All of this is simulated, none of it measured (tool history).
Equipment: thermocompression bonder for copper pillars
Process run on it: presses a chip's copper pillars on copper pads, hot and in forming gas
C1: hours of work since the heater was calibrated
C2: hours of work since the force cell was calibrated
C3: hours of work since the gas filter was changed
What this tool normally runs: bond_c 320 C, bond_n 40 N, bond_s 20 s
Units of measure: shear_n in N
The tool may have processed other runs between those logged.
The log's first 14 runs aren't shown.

{"run": 15, "hour": 1020.0, "bond_c": 308, "bond_n": 40, "bond_s": 20, "C1": 175, "C2": 453, "C3": 130, "shear_n": 43.8}
{"run": 16, "hour": 1084.8, "bond_c": 320, "bond_n": 40, "bond_s": 20, "C1": 201, "C2": 479, "C3": 156, "shear_n": 47.6}
{"run": 17, "hour": 1131.0, "bond_c": 309, "bond_n": 40, "bond_s": 20, "C1": 220, "C2": 497, "C3": 175, "shear_n": 43.8}
{"run": 18, "hour": 1193.1, "bond_c": 329, "bond_n": 40, "bond_s": 20, "C1": 245, "C2": 522, "C3": 200, "shear_n": 50.8}
{"hour": 1199.3, "done": "force cell calibrated"}
{"run": 19, "hour": 1277.8, "bond_c": 329, "bond_n": 40, "bond_s": 20, "C1": 278, "C2": 32, "C3": 234, "shear_n": 50.5}
{"run": 20, "hour": 1333.0, "bond_c": 329, "bond_n": 40, "bond_s": 20, "C1": 301, "C2": 54, "C3": 256, "shear_n": 50.6}
{"hour": 1404.1, "done": "force cell calibrated, once more"}
{"run": 21, "hour": 1430.6, "bond_c": 343, "bond_n": 60, "bond_s": 13, "C1": 339, "C2": 11, "C3": 295, "shear_n": 62.3}
{"hour": 1499.0, "done": "forming gas filter changed"}
{"run": 22, "hour": 1499.0, "bond_c": 349, "bond_n": 46, "bond_s": 24, "C1": 367, "C2": 38, "C3": 0, "shear_n": 71.0}
{"run": 23, "hour": 1541.0, "bond_c": 325, "bond_n": 44, "bond_s": 24, "C1": 384, "C2": 55, "C3": 17, "shear_n": 59.2}
{"run": 24, "hour": 1584.3, "bond_c": 325, "bond_n": 44, "bond_s": 24, "C1": 401, "C2": 73, "C3": 34, "shear_n": 59.2}
{"run": 25, "hour": 1674.6, "bond_c": 325, "bond_n": 44, "bond_s": 24, "C1": 438, "C2": 109, "C3": 71, "shear_n": 58.9}
{"run": 26, "hour": 1760.5, "bond_c": 324, "bond_n": 40, "bond_s": 15, "C1": 472, "C2": 144, "C3": 105, "shear_n": 45.9}
{"run": 27, "hour": 1815.1, "bond_c": 298, "bond_n": 40, "bond_s": 41, "C1": 494, "C2": 166, "C3": 127, "shear_n": 53.7}
{"run": 28, "hour": 1910.9, "bond_c": 304, "bond_n": 53, "bond_s": 18, "C1": 533, "C2": 204, "C3": 166, "shear_n": 50.6}
{"run": 29, "hour": 1968.9, "bond_c": 313, "bond_n": 28, "bond_s": 59, "C1": 556, "C2": 228, "C3": 190, "shear_n": 54.1}
{"run": 30, "hour": 2015.5, "bond_c": 313, "bond_n": 28, "bond_s": 59, "C1": 575, "C2": 246, "C3": 208, "shear_n": 53.4}
{"run": 31, "hour": 2105.3, "bond_c": 311, "bond_n": 28, "bond_s": 12, "C1": 611, "C2": 283, "C3": 245, "shear_n": 28.7}
{"run": 32, "hour": 2145.4, "bond_c": 311, "bond_n": 28, "bond_s": 12, "C1": 628, "C2": 299, "C3": 261, "shear_n": 27.6}
{"run": 33, "hour": 2198.8, "bond_c": 311, "bond_n": 28, "bond_s": 12, "C1": 649, "C2": 320, "C3": 282, "shear_n": 27.5}
{"run": 34, "hour": 2273.9, "bond_c": 298, "bond_n": 40, "bond_s": 28, "C1": 679, "C2": 351, "C3": 313, "shear_n": 45.4}
{"hour": 2300.5, "done": "forming gas filter changed"}
{"run": 35, "hour": 2319.6, "bond_c": 343, "bond_n": 40, "bond_s": 31, "C1": 698, "C2": 369, "C3": 8, "shear_n": 68.6}
{"run": 36, "hour": 2387.7, "bond_c": 312, "bond_n": 48, "bond_s": 31, "C1": 725, "C2": 396, "C3": 35, "shear_n": 61.8}
{"run": 37, "hour": 2431.0, "bond_c": 312, "bond_n": 48, "bond_s": 31, "C1": 743, "C2": 414, "C3": 53, "shear_n": 62.3}
{"run": 38, "hour": 2512.7, "bond_c": 344, "bond_n": 31, "bond_s": 31, "C1": 776, "C2": 447, "C3": 86, "shear_n": 58.9}
{"run": 39, "hour": 2567.5, "bond_c": 340, "bond_n": 24, "bond_s": 31, "C1": 798, "C2": 469, "C3": 108, "shear_n": 47.7}

Below are 3 alternative next runs, each starting from the tool's condition after run 39. Predict each:
{"run": "A", "hour": 2614.4, "bond_c": 321, "bond_n": 34, "bond_s": 16, "C1": 817, "C2": 488, "C3": 127, "shear_n": "?"}
{"run": "B", "hour": 2614.4, "bond_c": 307, "bond_n": 38, "bond_s": 31, "C1": 817, "C2": 488, "C3": 127, "shear_n": "?"}
{"run": "C", "hour": 2614.4, "bond_c": 320, "bond_n": 34, "bond_s": 50, "C1": 817, "C2": 488, "C3": 127, "shear_n": "?"}

run=A shear_n=40.7
run=B shear_n=50.9
run=C shear_n=61.3
The same runs, with their run-to-run variation unchanged, on a tool lacking any hidden condition would have given:
run=A shear_n=40.5
run=B shear_n=50.6
run=C shear_n=61.3
